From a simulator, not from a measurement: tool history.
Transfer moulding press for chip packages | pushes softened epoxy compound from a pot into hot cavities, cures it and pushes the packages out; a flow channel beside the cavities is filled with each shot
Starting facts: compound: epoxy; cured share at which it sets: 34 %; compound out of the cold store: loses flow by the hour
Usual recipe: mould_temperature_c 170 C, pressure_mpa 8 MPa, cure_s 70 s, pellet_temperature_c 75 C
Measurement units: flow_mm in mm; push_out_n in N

run,hour,mould_temperature_c,pressure_mpa,cure_s,pellet_temperature_c,incoming compound's hours out of the cold store,flow_mm,push_out_n
1,0,170,8,70,75,12.2,578,808
2,8.2,164,8,70,75,11.1,593,1192
# hour 18.7: cavities cleaned with cleaning compound and waxed
3,29.2,164,8,70,75,37.9,519,1329
4,40.9,164,8,70,75,11.4,589,1439
5,55.9,164,8,70,75,44.3,500,1330
# hour 65.9: cavities cleaned with cleaning compound and waxed
6,75.7,170,8,70,75,8.1,581,701
# hour 81.8: plunger's sealing rings changed
7,86.3,170,8,70,75,43.8,528,703
8,95.4,170,8,70,75,15,603,845
9,111,170,8,70,75,36.8,539,920
# hour 116.6: cavities cleaned with cleaning compound and waxed
10,125.7,170,8,70,75,8.4,616,674
# hour 130.9: cavities cleaned with cleaning compound and waxed, once more
11,143.8,170,8,70,75,31.1,560,668
12,155.7,170,8,71,75,21.3,578,765
13,173.1,170,7.37,70,75,16.2,570,885
# hour 178.2: cavities cleaned with cleaning compound and waxed
14,186.5,170,7.37,70,75,27.5,539,643
15,202.9,170,7.37,65,73,11.6,575,900
16,214.1,170,7.37,65,73,46.6,487,916
# hour 226: cavities cleaned with cleaning compound and waxed
17,231.6,167,6.25,70,83,31.6,483,651

Run 18 is up next; what results do you expect?
18,245.7,170,6.65,70,70,19.4,?,?

flow_mm: 520 mm
push_out_n: 751 N
Take away the tool's hidden state, keep the run-to-run variation as it was, and the same run would have given flow_mm 538 mm, push_out_n 518 N.
